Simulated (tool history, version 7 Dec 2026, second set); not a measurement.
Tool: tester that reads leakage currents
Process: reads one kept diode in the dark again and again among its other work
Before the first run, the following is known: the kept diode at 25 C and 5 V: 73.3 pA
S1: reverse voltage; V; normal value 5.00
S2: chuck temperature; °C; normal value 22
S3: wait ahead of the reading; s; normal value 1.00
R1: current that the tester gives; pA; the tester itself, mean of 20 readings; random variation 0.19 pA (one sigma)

run 1 day=0.000 | S1=5.00 S2=22 S3=1.00 | R1=59.85
run 2 day=10.104 | S1=5.00 S2=22 S3=1.00 | R1=59.62
run 3 day=18.508 | S1=5.00 S2=22 S3=1.00 | R1=59.70
run 4 day=23.167 | S1=5.00 S2=22 S3=1.00 | R1=59.86
run 5 day=34.192 | S1=5.00 S2=22 S3=1.00 | R1=59.64
run 6 day=39.350 | S1=4.14 S2=22 S3=1.00 | R1=53.71
run 7 day=46.158 | S1=4.14 S2=22 S3=1.00 | R1=53.39
-- day=50.671 probe card cleaned and baked
run 8 day=56.038 | S1=4.14 S2=22 S3=1.00 | R1=53.44
run 9 day=63.633 | S1=2.34 S2=22 S3=1.00 | R1=38.25
run 10 day=72.571 | S1=5.00 S2=22 S3=1.00 | R1=59.68
run 11 day=80.933 | S1=1.56 S2=22 S3=1.00 | R1=30.47
run 12 day=90.842 | S1=5.00 S2=39 S3=1.00 | R1=214.19
run 13 day=101.554 | S1=5.00 S2=39 S3=1.00 | R1=215.11
run 14 day=107.267 | S1=5.00 S2=25 S3=1.00 | R1=75.03
run 15 day=114.950 | S1=5.00 S2=25 S3=1.00 | R1=75.11
run 16 day=123.871 | S1=5.00 S2=25 S3=1.00 | R1=75.10
run 17 day=128.629 | S1=5.00 S2=25 S3=1.00 | R1=75.14
run 18 day=138.904 | S1=5.00 S2=25 S3=1.00 | R1=75.19
run 19 day=144.317 | S1=5.00 S2=58 S3=1.00 | R1=783.99
-- day=146.033 chuck's temperature calibrated
run 20 day=154.221 | S1=5.00 S2=58 S3=1.00 | R1=788.01
-- day=160.262 probe card cleaned and baked
run 21 day=165.500 | S1=5.00 S2=58 S3=1.00 | R1=781.78
run 22 day=175.362 | S1=5.00 S2=22 S3=1.00 | R1=59.30
run 23 day=185.929 | S1=8.54 S2=22 S3=0.44 | R1=85.58
run 24 day=194.025 | S1=5.00 S2=27 S3=1.00 | R1=87.87
run 25 day=203.242 | S1=1.89 S2=27 S3=0.43 | R1=51.18
run 26 day=209.562 | S1=1.89 S2=27 S3=0.43 | R1=51.22
run 27 day=215.717 | S1=2.37 S2=28 S3=1.00 | R1=61.78
run 28 day=226.771 | S1=1.60 S2=50 S3=1.00 | R1=241.27
run 29 day=233.533 | S1=3.19 S2=43 S3=0.87 | R1=221.86
run 30 day=239.162 | S1=3.19 S2=43 S3=0.87 | R1=221.58
run 31 day=244.575 | S1=9.73 S2=48 S3=1.00 | R1=595.85
run 32 day=255.754 | S1=4.30 S2=59 S3=3.94 | R1=767.93
run 33 day=265.783 | S1=4.30 S2=59 S3=3.94 | R1=769.67
-- day=269.750 probe card cleaned and baked
run 34 day=276.579 | S1=4.55 S2=25 S3=3.94 | R1=69.90
run 35 day=281.329 | S1=14.13 S2=27 S3=0.57 | R1=164.65
run 36 day=291.362 | S1=14.13 S2=27 S3=0.57 | R1=164.94
run 37 day=297.958 | S1=14.13 S2=27 S3=0.57 | R1=164.51
run 38 day=302.992 | S1=1.82 S2=22 S3=1.82 | R1=32.78
run 39 day=313.242 | S1=1.19 S2=27 S3=9.74 | R1=37.90
run 40 day=323.929 | S1=5.00 S2=22 S3=5.64 | R1=58.35

Consider 3 possible next runs. They are alternatives, not a sequence: every one starts from the tool as it was left by run 40. What does each give?
-- day=325.871 chuck's temperature calibrated
run A day=331.950 | S1=5.00 S2=37 S3=1.00 | R1=?
-- day=325.871 chuck's temperature calibrated
run B day=331.950 | S1=1.21 S2=36 S3=1.83 | R1=?
-- day=325.871 chuck's temperature calibrated
run C day=331.950 | S1=5.00 S2=50 S3=1.00 | R1=?

run=A R1=185.66
run=B R1=77.02
run=C R1=463.70
With no hidden state in the tool, these same runs would have given:
run=A R1=185.59
run=B R1=77.00
run=C R1=463.61
